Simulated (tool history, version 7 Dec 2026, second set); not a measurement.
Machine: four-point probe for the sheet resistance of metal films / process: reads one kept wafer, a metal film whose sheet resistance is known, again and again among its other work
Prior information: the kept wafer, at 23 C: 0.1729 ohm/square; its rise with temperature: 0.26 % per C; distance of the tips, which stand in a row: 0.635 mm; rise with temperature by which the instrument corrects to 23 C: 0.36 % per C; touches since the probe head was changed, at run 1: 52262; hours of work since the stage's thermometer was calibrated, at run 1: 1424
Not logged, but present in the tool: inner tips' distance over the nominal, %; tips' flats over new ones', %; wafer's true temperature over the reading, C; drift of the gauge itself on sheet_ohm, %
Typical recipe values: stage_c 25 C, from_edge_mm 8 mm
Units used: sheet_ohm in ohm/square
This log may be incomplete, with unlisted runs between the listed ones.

| run | hour | stage_c | from_edge_mm | touches since the probe head was changed | hours of work since the stage's thermometer was calibrated | sheet_ohm |
|---|---|---|---|---|---|---|
| 1 | 0 | 25 | 8 | 52262 | 1424 | 0.173136 |
| 2 | 51.2 | 25 | 8 | 53379 | 1453 | 0.173098 |
| 3 | 159.5 | 25 | 8 | 55740 | 1513 | 0.173125 |
| 4 | 241.4 | 25 | 8 | 57526 | 1559 | 0.173195 |
|  | 272.2 | stage's thermometer calibrated |
| 5 | 307.7 | 25 | 8 | 58959 | 20 | 0.173222 |
| 6 | 426.7 | 25 | 8 | 61554 | 86 | 0.173155 |
| 7 | 499.5 | 25 | 8 | 63141 | 127 | 0.173133 |
| 8 | 589.5 | 25 | 8 | 65105 | 177 | 0.173133 |
| 9 | 650.4 | 25 | 12 | 66432 | 211 | 0.172802 |
| 10 | 721.9 | 25 | 12 | 67990 | 251 | 0.172813 |
| 11 | 782.2 | 25 | 37 | 69304 | 284 | 0.172597 |
| 12 | 853.8 | 25 | 37 | 70866 | 324 | 0.172621 |
| 13 | 905.9 | 25 | 7 | 72001 | 353 | 0.173328 |
| 14 | 981.2 | 25 | 7 | 73643 | 395 | 0.173314 |
| 15 | 1030.1 | 25 | 7 | 74711 | 422 | 0.173391 |
| 16 | 1081.1 | 25 | 17 | 75823 | 451 | 0.172743 |
| 17 | 1145.1 | 31 | 41 | 77216 | 486 | 0.171702 |
| 18 | 1225.4 | 22 | 4 | 78967 | 531 | 0.175308 |
| 19 | 1322.2 | 22 | 4 | 81078 | 585 | 0.175384 |
| 20 | 1417.8 | 25 | 7 | 83164 | 638 | 0.173308 |
| 21 | 1487.5 | 25 | 7 | 84682 | 677 | 0.173314 |
| 22 | 1594.8 | 21 | 15 | 87021 | 737 | 0.173379 |

Hidden state at the last listed run before each entry between runs and at the first one after, where it differs:
Runs 4 to 5: stage's thermometer calibrated (hour 272.2)
  wafer's true temperature over the reading, C: 0.01 -> 0
